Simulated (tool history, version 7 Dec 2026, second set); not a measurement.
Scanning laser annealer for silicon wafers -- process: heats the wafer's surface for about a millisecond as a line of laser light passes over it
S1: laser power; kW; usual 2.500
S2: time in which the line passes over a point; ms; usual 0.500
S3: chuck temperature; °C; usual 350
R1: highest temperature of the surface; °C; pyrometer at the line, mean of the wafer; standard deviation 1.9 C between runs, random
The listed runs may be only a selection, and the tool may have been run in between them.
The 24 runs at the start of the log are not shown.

-- hour=250.7 optics aligned, line set to its width
-- hour=254.6 laser's power meter calibrated, once more
run 25 hour=263.4 | S1=2.518 S2=0.488 S3=331 | R1=1078
run 26 hour=269.3 | S1=2.262 S2=0.500 S3=358 | R1=1019
run 27 hour=279.7 | S1=2.500 S2=0.510 S3=368 | R1=1126
run 28 hour=285.7 | S1=2.500 S2=0.510 S3=313 | R1=1069
run 29 hour=300.0 | S1=2.500 S2=0.510 S3=313 | R1=1068
run 30 hour=307.6 | S1=2.500 S2=0.582 S3=350 | R1=1162
run 31 hour=320.1 | S1=2.500 S2=0.441 S3=333 | R1=1035
run 32 hour=332.1 | S1=2.500 S2=0.441 S3=333 | R1=1036
run 33 hour=339.9 | S1=2.632 S2=0.438 S3=333 | R1=1080
run 34 hour=350.9 | S1=2.593 S2=0.411 S3=339 | R1=1047
run 35 hour=358.8 | S1=2.415 S2=0.411 S3=339 | R1=986
run 36 hour=365.2 | S1=2.415 S2=0.411 S3=339 | R1=985

Forecast each of these 4 alternatives for the next run:
run A hour=377.6 | S1=2.725 S2=0.366 S3=312 | R1=?
run B hour=377.6 | S1=2.500 S2=0.463 S3=371 | R1=?
run C hour=377.6 | S1=2.701 S2=0.500 S3=350 | R1=?
run D hour=377.6 | S1=2.349 S2=0.403 S3=363 | R1=?

run=A R1=1021
run=B R1=1090
run=C R1=1175
run=D R1=979
With no hidden state in the tool, these same runs would have given:
run=A R1=1028
run=B R1=1097
run=C R1=1184
run=D R1=985

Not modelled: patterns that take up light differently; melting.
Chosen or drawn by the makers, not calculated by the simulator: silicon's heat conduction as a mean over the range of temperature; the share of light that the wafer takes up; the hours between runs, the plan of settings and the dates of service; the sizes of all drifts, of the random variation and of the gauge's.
